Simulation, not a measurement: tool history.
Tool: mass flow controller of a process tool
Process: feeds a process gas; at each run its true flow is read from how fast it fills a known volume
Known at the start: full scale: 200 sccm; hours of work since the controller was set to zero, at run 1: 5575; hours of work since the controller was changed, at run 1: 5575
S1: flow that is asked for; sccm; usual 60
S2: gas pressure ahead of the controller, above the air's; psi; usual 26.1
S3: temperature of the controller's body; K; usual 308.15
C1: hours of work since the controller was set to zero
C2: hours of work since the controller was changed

{"run": 1, "hour": 0.0, "S1": 60, "S2": 26.1, "S3": 308.15, "C1": 5575, "C2": 5575, "true flow (%)": 100.49}
{"run": 2, "hour": 116.0, "S1": 60, "S2": 26.1, "S3": 308.15, "C1": 5648, "C2": 5648, "true flow (%)": 100.43}
{"run": 3, "hour": 300.7, "S1": 164, "S2": 26.1, "S3": 308.15, "C1": 5763, "C2": 5763, "true flow (%)": 99.7}
{"run": 4, "hour": 508.1, "S1": 164, "S2": 26.1, "S3": 308.15, "C1": 5892, "C2": 5892, "true flow (%)": 99.73}
{"run": 5, "hour": 654.9, "S1": 164, "S2": 26.1, "S3": 308.15, "C1": 5983, "C2": 5983, "true flow (%)": 99.71}
{"run": 6, "hour": 804.8, "S1": 164, "S2": 26.1, "S3": 308.15, "C1": 6077, "C2": 6077, "true flow (%)": 99.85}
{"run": 7, "hour": 915.0, "S1": 32, "S2": 26.1, "S3": 308.15, "C1": 6145, "C2": 6145, "true flow (%)": 103.7}
{"run": 8, "hour": 1125.4, "S1": 60, "S2": 36, "S3": 308.15, "C1": 6277, "C2": 6277, "true flow (%)": 100.99}
{"run": 9, "hour": 1287.4, "S1": 60, "S2": 36, "S3": 308.15, "C1": 6377, "C2": 6377, "true flow (%)": 101.05}
{"run": 10, "hour": 1404.7, "S1": 60, "S2": 36, "S3": 308.15, "C1": 6451, "C2": 6451, "true flow (%)": 101.01}
{"hour": 1507.2, "done": "controller's zero set anew"}
{"run": 11, "hour": 1630.3, "S1": 60, "S2": 24.7, "S3": 308.15, "C1": 77, "C2": 6591, "true flow (%)": 97.05}
{"run": 12, "hour": 1745.4, "S1": 60, "S2": 24.7, "S3": 308.15, "C1": 148, "C2": 6662, "true flow (%)": 96.82}
{"run": 13, "hour": 1875.1, "S1": 60, "S2": 24.7, "S3": 308.15, "C1": 229, "C2": 6743, "true flow (%)": 96.88}
{"run": 14, "hour": 2063.6, "S1": 60, "S2": 26.1, "S3": 312.15, "C1": 347, "C2": 6861, "true flow (%)": 97.32}
{"run": 15, "hour": 2275.8, "S1": 60, "S2": 26.1, "S3": 312.15, "C1": 479, "C2": 6993, "true flow (%)": 97.34}
{"run": 16, "hour": 2502.1, "S1": 60, "S2": 26.1, "S3": 312.15, "C1": 620, "C2": 7134, "true flow (%)": 97.4}
{"run": 17, "hour": 2678.1, "S1": 76, "S2": 26.1, "S3": 308.15, "C1": 729, "C2": 7243, "true flow (%)": 97.29}
{"run": 18, "hour": 2818.2, "S1": 76, "S2": 26.5, "S3": 308.15, "C1": 817, "C2": 7331, "true flow (%)": 97.29}
{"run": 19, "hour": 3005.4, "S1": 76, "S2": 26.5, "S3": 308.15, "C1": 933, "C2": 7447, "true flow (%)": 97.19}
{"run": 20, "hour": 3174.3, "S1": 60, "S2": 30.5, "S3": 308.15, "C1": 1039, "C2": 7553, "true flow (%)": 97.48}
{"run": 21, "hour": 3364.2, "S1": 60, "S2": 30.5, "S3": 308.15, "C1": 1157, "C2": 7671, "true flow (%)": 97.16}
{"run": 22, "hour": 3492.6, "S1": 60, "S2": 30.5, "S3": 308.15, "C1": 1237, "C2": 7751, "true flow (%)": 97.32}
{"run": 23, "hour": 3605.7, "S1": 184, "S2": 30.5, "S3": 308.15, "C1": 1307, "C2": 7821, "true flow (%)": 98.47}
{"run": 24, "hour": 3782.0, "S1": 184, "S2": 30.5, "S3": 308.15, "C1": 1417, "C2": 7931, "true flow (%)": 98.58}
{"run": 25, "hour": 3975.4, "S1": 86, "S2": 21, "S3": 308.15, "C1": 1538, "C2": 8052, "true flow (%)": 97.11}
{"run": 26, "hour": 4167.8, "S1": 86, "S2": 20.5, "S3": 308.15, "C1": 1657, "C2": 8171, "true flow (%)": 97.14}
{"run": 27, "hour": 4330.0, "S1": 86, "S2": 20.5, "S3": 308.15, "C1": 1758, "C2": 8273, "true flow (%)": 97.31}
{"run": 28, "hour": 4554.9, "S1": 86, "S2": 40.2, "S3": 296.15, "C1": 1899, "C2": 8413, "true flow (%)": 96.69}
{"run": 29, "hour": 4763.7, "S1": 81, "S2": 22.5, "S3": 293.15, "C1": 2029, "C2": 8543, "true flow (%)": 95.65}
{"run": 30, "hour": 4980.8, "S1": 177, "S2": 22.9, "S3": 296.15, "C1": 2164, "C2": 8678, "true flow (%)": 96.83}
{"run": 31, "hour": 5114.4, "S1": 140, "S2": 26.1, "S3": 294.15, "C1": 2247, "C2": 8761, "true flow (%)": 96.27}
{"run": 32, "hour": 5261.3, "S1": 60, "S2": 26.1, "S3": 303.15, "C1": 2339, "C2": 8853, "true flow (%)": 96.87}
{"run": 33, "hour": 5483.6, "S1": 95, "S2": 30.9, "S3": 303.15, "C1": 2477, "C2": 8991, "true flow (%)": 97.05}
{"run": 34, "hour": 5662.2, "S1": 187, "S2": 26.1, "S3": 308.15, "C1": 2588, "C2": 9102, "true flow (%)": 98.4}
{"run": 35, "hour": 5761.7, "S1": 101, "S2": 26.1, "S3": 308.15, "C1": 2650, "C2": 9164, "true flow (%)": 97.59}
{"run": 36, "hour": 5937.3, "S1": 34, "S2": 34.7, "S3": 300.15, "C1": 2760, "C2": 9274, "true flow (%)": 98.26}
{"run": 37, "hour": 6095.5, "S1": 34, "S2": 34.7, "S3": 300.15, "C1": 2858, "C2": 9372, "true flow (%)": 98.44}
{"run": 38, "hour": 6252.7, "S1": 34, "S2": 34.7, "S3": 300.15, "C1": 2956, "C2": 9470, "true flow (%)": 98.43}
{"run": 39, "hour": 6445.2, "S1": 34, "S2": 34.7, "S3": 300.15, "C1": 3076, "C2": 9590, "true flow (%)": 98.44}
{"run": 40, "hour": 6611.1, "S1": 52, "S2": 31.3, "S3": 300.15, "C1": 3180, "C2": 9694, "true flow (%)": 97.53}
{"run": 41, "hour": 6814.8, "S1": 38, "S2": 34.2, "S3": 300.15, "C1": 3306, "C2": 9820, "true flow (%)": 98.23}
{"run": 42, "hour": 6967.9, "S1": 38, "S2": 34.2, "S3": 300.15, "C1": 3402, "C2": 9916, "true flow (%)": 98.31}
{"run": 43, "hour": 7067.1, "S1": 33, "S2": 21.5, "S3": 308.15, "C1": 3464, "C2": 9978, "true flow (%)": 99.24}
{"run": 44, "hour": 7168.2, "S1": 33, "S2": 33.8, "S3": 310.15, "C1": 3527, "C2": 10041, "true flow (%)": 100.08}
{"run": 45, "hour": 7360.1, "S1": 27, "S2": 24.2, "S3": 312.15, "C1": 3646, "C2": 10160, "true flow (%)": 100.84}

Run 46 comes next. What will it give?
{"run": 46, "hour": 7471.3, "S1": 69, "S2": 33.9, "S3": 305.15, "C1": 3715, "C2": 10229, "true flow (%)": "?"}

Run 46 gave true flow (%) 97.69.
Without the tool's hidden state the same run would have given true flow (%) 98.93.

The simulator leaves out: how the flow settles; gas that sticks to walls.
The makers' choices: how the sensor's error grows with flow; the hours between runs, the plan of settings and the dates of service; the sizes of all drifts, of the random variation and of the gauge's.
